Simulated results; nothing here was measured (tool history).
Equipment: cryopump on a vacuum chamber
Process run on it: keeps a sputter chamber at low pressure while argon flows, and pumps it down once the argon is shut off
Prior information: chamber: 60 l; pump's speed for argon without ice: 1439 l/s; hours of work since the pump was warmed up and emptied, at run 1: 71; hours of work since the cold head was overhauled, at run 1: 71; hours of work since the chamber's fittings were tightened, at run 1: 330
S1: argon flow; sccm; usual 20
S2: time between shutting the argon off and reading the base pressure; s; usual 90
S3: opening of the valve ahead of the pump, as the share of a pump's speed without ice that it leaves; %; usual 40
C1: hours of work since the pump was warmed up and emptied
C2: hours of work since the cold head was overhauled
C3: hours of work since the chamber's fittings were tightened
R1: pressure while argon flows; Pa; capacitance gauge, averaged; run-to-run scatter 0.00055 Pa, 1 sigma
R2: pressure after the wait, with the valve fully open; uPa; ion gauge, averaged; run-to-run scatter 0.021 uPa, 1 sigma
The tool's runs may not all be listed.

run	hour	S1	S2	S3	C1	C2	C3	R1	R2
1	0	20	90	40	71	71	330	0.0596	0.73
2	11.9	20	90	40	80	80	339	0.0601	0.76
3	26.1	20	90	40	91	91	350	0.0595	0.79
4	34.6	20	90	37	98	98	357	0.0645	0.76
5	49.9	20	90	37	110	110	369	0.0653	0.79
6	57.3	20	90	29	116	116	375	0.0826	0.81
7	70.9	20	90	29	126	126	385	0.0825	0.8
8	81	20	90	40	134	134	393	0.0601	0.8
9	91.2	20	97	40	142	142	401	0.0601	0.78
10	100.5	20	97	40	149	149	408	0.0609	0.81
11	116.7	11	152	21	162	162	421	0.063	0.72
12	127.3	9	132	40	170	170	429	0.0267	0.72
13	143.4	32	90	25	183	183	442	0.1527	0.87
14	155.1	10	45	23	192	192	451	0.0521	1.11
15	162.8	40	98	51	198	198	457	0.0964	0.86
16	177.3	12	53	17	209	209	468	0.0839	1.07
17	191.7	12	21	57	220	220	480	0.0262	1.81
18	199.6	12	58	41	227	227	486	0.0349	1.1
19	211.6	20	21	40	236	236	495	0.0602	1.87

Selected run-to-run steps in R1, each split into two signed amounts: the part the tool would show with no hidden state at all (from settings, incoming material and random variation), and the remainder, which goes to the hidden state together with any gauge scatter not common to the measured and the hidden-state-free results:
What the log doesn't record here: pump's speed, % of a pump's without ice; cold plate's temperature, K; leak into the chamber, uPa l/s; drift of the gauge itself on working_pa, %; drift of the gauge itself on base_upa, %.
Run 12 -> 13: S1 9 -> 32, S2 132 -> 90, S3 40 -> 25. R1 +0.126 Pa: hidden state +0.0021, all else +0.1239.
Run 14 -> 15: S1 10 -> 40, S2 45 -> 98, S3 23 -> 51. R1 +0.0443 Pa: hidden state +0.0027, all else +0.0416.

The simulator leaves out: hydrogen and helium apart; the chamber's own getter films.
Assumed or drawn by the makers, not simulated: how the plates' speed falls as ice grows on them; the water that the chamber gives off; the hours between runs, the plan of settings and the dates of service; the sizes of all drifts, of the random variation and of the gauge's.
